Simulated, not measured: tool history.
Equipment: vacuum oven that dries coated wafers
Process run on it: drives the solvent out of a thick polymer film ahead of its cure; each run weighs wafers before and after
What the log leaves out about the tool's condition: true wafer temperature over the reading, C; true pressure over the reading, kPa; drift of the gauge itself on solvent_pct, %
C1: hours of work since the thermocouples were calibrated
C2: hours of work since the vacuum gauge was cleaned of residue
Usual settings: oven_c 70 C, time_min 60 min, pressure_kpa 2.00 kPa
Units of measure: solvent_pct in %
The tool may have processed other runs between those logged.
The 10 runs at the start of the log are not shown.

Run 11, hour 126.3: usual settings; C1 554; C2 655. Result: solvent_pct 5.45 %.
Run 12, hour 143.2: usual settings; C1 566; C2 668. Result: solvent_pct 5.46 %.
Run 13, hour 157.7: usual settings; C1 577; C2 679. Result: solvent_pct 5.35 %.
Run 14, hour 174.7: usual settings; C1 590; C2 691. Result: solvent_pct 5.50 %.
Run 15, hour 188.3: usual settings but pressure_kpa 7.57 kPa; C1 600; C2 702. Result: solvent_pct 6.92 %.
Run 16, hour 208.0: usual settings but pressure_kpa 3.01 kPa; C1 615; C2 716. Result: solvent_pct 5.73 %.
Run 17, hour 217.4: usual settings but pressure_kpa 3.01 kPa; C1 622; C2 723. Result: solvent_pct 5.63 %.
Run 18, hour 233.9: usual settings but pressure_kpa 3.01 kPa; C1 634; C2 736. Result: solvent_pct 5.78 %.
Run 19, hour 242.9: usual settings but pressure_kpa 3.01 kPa; C1 641; C2 743. Result: solvent_pct 5.84 %.
Run 20, hour 258.2: usual settings but oven_c 71 C, time_min 45 min, pressure_kpa 5.55 kPa; C1 653; C2 754. Result: solvent_pct 7.68 %.
Run 21, hour 278.0: usual settings but oven_c 74 C, time_min 47 min, pressure_kpa 1.01 kPa; C1 667; C2 769. Result: solvent_pct 5.36 %.
Run 22, hour 289.4: usual settings but oven_c 59 C, time_min 47 min, pressure_kpa 6.37 kPa; C1 676; C2 778. Result: solvent_pct 11.61 %.
Run 23, hour 299.9: usual settings but oven_c 59 C, time_min 47 min, pressure_kpa 1.07 kPa; C1 684; C2 785. Result: solvent_pct 9.95 %.
Run 24, hour 314.5: usual settings but oven_c 59 C, time_min 47 min, pressure_kpa 1.07 kPa; C1 695; C2 796. Result: solvent_pct 10.19 %.
Run 25, hour 332.5: usual settings but oven_c 67 C, time_min 33 min, pressure_kpa 7.12 kPa; C1 708; C2 810. Result: solvent_pct 10.63 %.
Run 26, hour 344.8: usual settings but time_min 35 min, pressure_kpa 2.58 kPa; C1 718; C2 819. Result: solvent_pct 8.76 %.
Run 27, hour 355.2: usual settings but time_min 35 min, pressure_kpa 2.58 kPa; C1 725; C2 827. Result: solvent_pct 8.60 %.
Run 28, hour 369.5: usual settings but oven_c 60 C, pressure_kpa 2.71 kPa; C1 736; C2 838. Result: solvent_pct 9.21 %.
Run 29, hour 389.2: usual settings but oven_c 60 C, pressure_kpa 2.71 kPa; C1 751; C2 852. Result: solvent_pct 9.15 %.
Run 30, hour 399.3: usual settings but oven_c 85 C, pressure_kpa 5.75 kPa; C1 759; C2 860. Result: solvent_pct 2.25 %.
Run 31, hour 409.2: usual settings but oven_c 66 C, pressure_kpa 1.55 kPa; C1 766; C2 868. Result: solvent_pct 6.70 %.
Run 32, hour 428.0: usual settings but oven_c 66 C, pressure_kpa 1.55 kPa; C1 780; C2 882. Result: solvent_pct 6.83 %.
Run 33, hour 437.0: usual settings but oven_c 82 C, time_min 31 min, pressure_kpa 3.72 kPa; C1 787; C2 888. Result: solvent_pct 5.63 %.

Here are 5 independent what-if runs from the current tool condition. What would each one return?
Run A, hour 455.6: usual settings but oven_c 68 C, time_min 48 min, pressure_kpa 1.28 kPa; C1 801; C2 902. Result: solvent_pct ?.
Run B, hour 455.6: usual settings but oven_c 59 C, pressure_kpa 2.99 kPa; C1 801; C2 902. Result: solvent_pct ?.
Run C, hour 455.6: usual settings but oven_c 77 C, time_min 31 min, pressure_kpa 5.15 kPa; C1 801; C2 902. Result: solvent_pct ?.
Run D, hour 455.6: usual settings but oven_c 71 C, time_min 84 min, pressure_kpa 3.72 kPa; C1 801; C2 902. Result: solvent_pct ?.
Run E, hour 455.6: usual settings but pressure_kpa 2.11 kPa; C1 801; C2 902. Result: solvent_pct ?.

run  solvent_pct
  A         7.37
  B         9.62
  C         7.62
  D         4.10
  E         5.59
What these runs would have given with no unlogged condition in the tool:
run  solvent_pct
  A         6.62
  B         8.85
  C         6.90
  D         3.43
  E         4.84
